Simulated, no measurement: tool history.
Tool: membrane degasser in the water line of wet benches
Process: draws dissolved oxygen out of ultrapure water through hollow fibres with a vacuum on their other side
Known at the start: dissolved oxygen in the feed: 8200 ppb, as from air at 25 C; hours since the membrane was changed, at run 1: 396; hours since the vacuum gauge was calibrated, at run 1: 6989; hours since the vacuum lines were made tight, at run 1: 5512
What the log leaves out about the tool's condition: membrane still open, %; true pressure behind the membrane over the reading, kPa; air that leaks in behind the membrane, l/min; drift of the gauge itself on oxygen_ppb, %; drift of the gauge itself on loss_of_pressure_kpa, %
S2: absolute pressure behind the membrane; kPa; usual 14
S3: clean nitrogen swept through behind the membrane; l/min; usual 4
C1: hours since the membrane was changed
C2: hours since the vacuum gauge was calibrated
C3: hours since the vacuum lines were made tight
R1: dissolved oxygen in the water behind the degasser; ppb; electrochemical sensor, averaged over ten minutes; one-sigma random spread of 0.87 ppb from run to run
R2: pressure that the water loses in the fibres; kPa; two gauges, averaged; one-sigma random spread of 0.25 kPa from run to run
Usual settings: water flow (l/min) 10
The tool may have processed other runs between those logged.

Run 1, day 0: usual settings; C1 396; C2 6989; C3 5512. Result: R1 85 ppb, R2 64.86 kPa.
Run 2, day 1.933: usual settings but S3 4.25 l/min; C1 442; C2 7036; C3 5558. Result: R1 80.2 ppb, R2 65.18 kPa.
Run 3, day 5.046: usual settings but S3 4.25 l/min; C1 517; C2 7110; C3 5633. Result: R1 81.2 ppb, R2 64.94 kPa.
Run 4, day 8.108: usual settings; C1 590; C2 7184; C3 5706. Result: R1 84.4 ppb, R2 65.11 kPa.
Run 5, day 10.867: usual settings but S2 13.7 kPa; C1 656; C2 7250; C3 5772. Result: R1 83.7 ppb, R2 64.49 kPa.
Run 6, day 14.004: usual settings but S2 12.7 kPa; C1 732; C2 7326; C3 5848. Result: R1 77 ppb, R2 64.74 kPa.
Run 7, day 16.183: usual settings; C1 784; C2 7378; C3 5900. Result: R1 84.8 ppb, R2 64.89 kPa.
Run 8, day 17.983: usual settings; C1 827; C2 7421; C3 5943. Result: R1 85.8 ppb, R2 65.12 kPa.
Run 9, day 19.321: usual settings; C1 859; C2 7453; C3 5975. Result: R1 86.5 ppb, R2 64.76 kPa.
Run 10, day 22.15: usual settings but S3 5.47 l/min; C1 927; C2 7521; C3 6043. Result: R1 67.5 ppb, R2 64.89 kPa.
Run 11, day 24: usual settings but S2 30.3 kPa; C1 972; C2 7565; C3 6088. Result: R1 187.5 ppb, R2 65.08 kPa.
At day 26.271: vacuum gauge calibrated.
Run 12, day 26.517: usual settings but S2 30.3 kPa; C1 1032; C2 6; C3 6147. Result: R1 187.9 ppb, R2 64.81 kPa.
Run 13, day 28.608: usual settings but S2 30.3 kPa; C1 1082; C2 56; C3 6198. Result: R1 182.6 ppb, R2 64.87 kPa.
Run 14, day 30.512: usual settings but S2 11.6 kPa; C1 1127; C2 102; C3 6243. Result: R1 70.7 ppb, R2 65.11 kPa.
Run 15, day 32.162: usual settings but S2 11.6 kPa; C1 1167; C2 141; C3 6283. Result: R1 71.3 ppb, R2 65.08 kPa.
Run 16, day 33.583: usual settings but S2 11.6 kPa; C1 1201; C2 176; C3 6317. Result: R1 70.7 ppb, R2 65.59 kPa.
Run 17, day 36.242: usual settings but S2 11.6 kPa; C1 1265; C2 239; C3 6381. Result: R1 69.8 ppb, R2 65.06 kPa.
Run 18, day 39.05: usual settings but water flow (l/min) 9, S2 17.6 kPa; C1 1332; C2 307; C3 6448. Result: R1 96.2 ppb, R2 58.92 kPa.
Run 19, day 41.617: usual settings but water flow (l/min) 7, S2 8.8 kPa, S3 1.65 l/min; C1 1394; C2 368; C3 6510. Result: R1 66.4 ppb, R2 45.93 kPa.
At day 43.104: vacuum gauge calibrated, once more.
Run 20, day 43.742: usual settings but S3 10.74 l/min; C1 1445; C2 15; C3 6560. Result: R1 42.5 ppb, R2 65.03 kPa.
Run 21, day 45.183: usual settings but S3 10.74 l/min; C1 1479; C2 50; C3 6595. Result: R1 41.5 ppb, R2 65 kPa.
Run 22, day 46.8: usual settings but S2 23.8 kPa, S3 5.04 l/min; C1 1518; C2 89; C3 6634. Result: R1 118.4 ppb, R2 65.24 kPa.
Run 23, day 49.512: usual settings but water flow (l/min) 6, S3 3.04 l/min; C1 1583; C2 154; C3 6699. Result: R1 58.8 ppb, R2 39.16 kPa.
Run 24, day 51.142: usual settings but water flow (l/min) 6, S2 11.3 kPa, S3 6.78 l/min; C1 1622; C2 193; C3 6738. Result: R1 21.7 ppb, R2 39.18 kPa.
Run 25, day 53.979: usual settings but water flow (l/min) 7, S2 11.3 kPa, S3 2.53 l/min; C1 1690; C2 261; C3 6806. Result: R1 63 ppb, R2 45.52 kPa.
Run 26, day 55.671: usual settings but water flow (l/min) 7, S2 11.3 kPa, S3 2.53 l/min; C1 1731; C2 302; C3 6847. Result: R1 62.1 ppb, R2 45.58 kPa.
Run 27, day 57.9: usual settings but S2 28.7 kPa; C1 1784; C2 355; C3 6900. Result: R1 178.8 ppb, R2 64.94 kPa.
Run 28, day 59.471: usual settings but S2 11.3 kPa, S3 1.88 l/min; C1 1822; C2 393; C3 6938. Result: R1 125.8 ppb, R2 65.2 kPa.
Run 29, day 62.246: usual settings but S2 11.3 kPa, S3 1.88 l/min; C1 1889; C2 459; C3 7004. Result: R1 126.2 ppb, R2 65.36 kPa.
Run 30, day 63.838: usual settings but water flow (l/min) 7, S2 16.7 kPa, S3 10.65 l/min; C1 1927; C2 498; C3 7043. Result: R1 27.7 ppb, R2 45.69 kPa.
Run 31, day 66.454: usual settings but water flow (l/min) 8, S3 3.34 l/min; C1 1990; C2 560; C3 7105. Result: R1 74 ppb, R2 52.47 kPa.

Here are 3 independent what-if runs from the current tool condition. What would each one return?
Run A, day 69.229: usual settings but S2 10.8 kPa, S3 8.68 l/min; C1 2056; C2 627; C3 7172. Result: R1 ?, R2 ?.
Run B, day 69.229: usual settings but water flow (l/min) 9, S2 29.5 kPa, S3 3.34 l/min; C1 2056; C2 627; C3 7172. Result: R1 ?, R2 ?.
Run C, day 69.229: usual settings but water flow (l/min) 8, S3 7.12 l/min; C1 2056; C2 627; C3 7172. Result: R1 ?, R2 ?.

run    R1     R2
  A  38.8  66.27
  B   194  58.95
  C  39.1  52.47
The same runs, with their run-to-run variation unchanged, on a tool lacking any hidden condition would have given:
run     R1     R2
  A   36.6  65.63
  B  182.7  58.37
  C   36.5  51.96

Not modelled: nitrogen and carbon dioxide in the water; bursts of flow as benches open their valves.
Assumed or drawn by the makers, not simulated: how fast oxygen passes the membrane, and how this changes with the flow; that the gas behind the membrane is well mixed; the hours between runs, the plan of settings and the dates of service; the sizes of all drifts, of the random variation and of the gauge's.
